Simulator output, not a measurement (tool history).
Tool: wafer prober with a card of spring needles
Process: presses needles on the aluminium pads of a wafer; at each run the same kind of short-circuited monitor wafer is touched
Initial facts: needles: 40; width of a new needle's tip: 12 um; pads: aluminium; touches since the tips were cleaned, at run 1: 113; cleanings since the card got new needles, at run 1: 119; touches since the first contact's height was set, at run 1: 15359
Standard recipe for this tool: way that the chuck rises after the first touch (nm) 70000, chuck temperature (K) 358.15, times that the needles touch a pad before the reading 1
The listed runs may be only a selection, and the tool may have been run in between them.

run,hour,way that the chuck rises after the first touch (nm),chuck temperature (K),times that the needles touch a pad before the reading,touches since the tips were cleaned,cleanings since the card got new needles,touches since the first contact's height was set,resistance of one needle with its contact and lead (mohm),way that a needle slides on the pad (nm)
1,0,70000,358.15,1,113,119,15359,168,16950
# hour 9.5: tips cleaned on abrasive film
# hour 21.4: tips cleaned on abrasive film
# hour 33.2: tips cleaned on abrasive film
# hour 45.1: tips cleaned on abrasive film
# hour 56.9: tips cleaned on abrasive film
2,57.8,70000,358.15,1,251,124,32243,171,16950
# hour 67.3: tips cleaned on abrasive film
# hour 79.2: tips cleaned on abrasive film
# hour 91: tips cleaned on abrasive film
# hour 102.9: tips cleaned on abrasive film
# hour 114.8: tips cleaned on abrasive film
3,120.6,70000,358.15,1,1728,129,50604,170,16930
# hour 125.4: tips cleaned on abrasive film
# hour 137.3: tips cleaned on abrasive film
# hour 146.8: tips cleaned on abrasive film
# hour 158.6: tips cleaned on abrasive film
4,166.1,62000,358.15,1,2190,133,63882,172,14990
# hour 168.5: tips cleaned on abrasive film
# hour 180.4: tips cleaned on abrasive film
# hour 189.9: tips cleaned on abrasive film
# hour 201.7: tips cleaned on abrasive film
5,207,81000,358.15,1,1536,137,75810,171,19580
# hour 211.8: tips cleaned on abrasive film
# hour 223.6: tips cleaned on abrasive film
# hour 235.5: tips cleaned on abrasive film
# hour 247.3: tips cleaned on abrasive film
6,248.8,70000,358.15,1,434,141,88023,169,16910
# hour 258.3: tips cleaned on abrasive film
# hour 270.2: tips cleaned on abrasive film
# hour 275.2: height of the first contact set anew
# hour 282.3: tips cleaned on abrasive film
# hour 292.7: tips cleaned on abrasive film
7,292.7,70000,358.15,1,0,145,5118,172,16870
# hour 304.6: tips cleaned on abrasive film
# hour 316.5: tips cleaned on abrasive film
# hour 328.3: tips cleaned on abrasive film
# hour 337.8: tips cleaned on abrasive film
# hour 348.4: tips cleaned on abrasive film
8,348.4,70000,358.15,1,0,150,21375,170,16880
# hour 357.9: tips cleaned on abrasive film
# hour 369.8: tips cleaned on abrasive film
# hour 379.3: tips cleaned on abrasive film
# hour 391.2: tips cleaned on abrasive film
# hour 403: tips cleaned on abrasive film
# hour 414.5: tips cleaned on abrasive film
9,414.5,70000,358.15,1,0,156,40672,170,16890
# hour 426.4: tips cleaned on abrasive film
# hour 438.2: tips cleaned on abrasive film
# hour 450.1: tips cleaned on abrasive film
# hour 461.7: tips cleaned on abrasive film
10,461.7,70000,358.15,1,0,160,54472,169,16870
# hour 473.6: tips cleaned on abrasive film
# hour 485.5: tips cleaned on abrasive film
# hour 497.3: tips cleaned on abrasive film
# hour 506.8: tips cleaned on abrasive film
# hour 518.7: tips cleaned on abrasive film
11,521.5,70000,358.15,1,838,165,71943,170,16880
# hour 528.7: tips cleaned on abrasive film
# hour 540.6: tips cleaned on abrasive film
# hour 552.4: tips cleaned on abrasive film
# hour 564.3: tips cleaned on abrasive film
# hour 576.1: tips cleaned on abrasive film
# hour 585.6: tips cleaned on abrasive film
12,587.1,70000,358.15,1,419,171,91074,168,16850
# hour 596.6: tips cleaned on abrasive film
# hour 603.9: height of the first contact set anew
# hour 606.4: tips cleaned on abrasive film
# hour 618.2: tips cleaned on abrasive film
# hour 630.1: tips cleaned on abrasive film
# hour 639.6: tips cleaned on abrasive film
13,644.4,70000,341.15,2,1407,176,11803,164,16830

For run 14, what comes out?
# hour 649.1: tips cleaned on abrasive film
# hour 658.7: tips cleaned on abrasive film
# hour 670.5: tips cleaned on abrasive film
# hour 682.4: tips cleaned on abrasive film
14,689.7,89000,298.15,1,2144,180,25024,?,?

resistance of one needle with its contact and lead (mohm): 155
way that a needle slides on the pad (nm): 21380
The same run, on a tool lacking any hidden state, would have yielded resistance of one needle with its contact and lead (mohm) 155, way that a needle slides on the pad (nm) 21570.
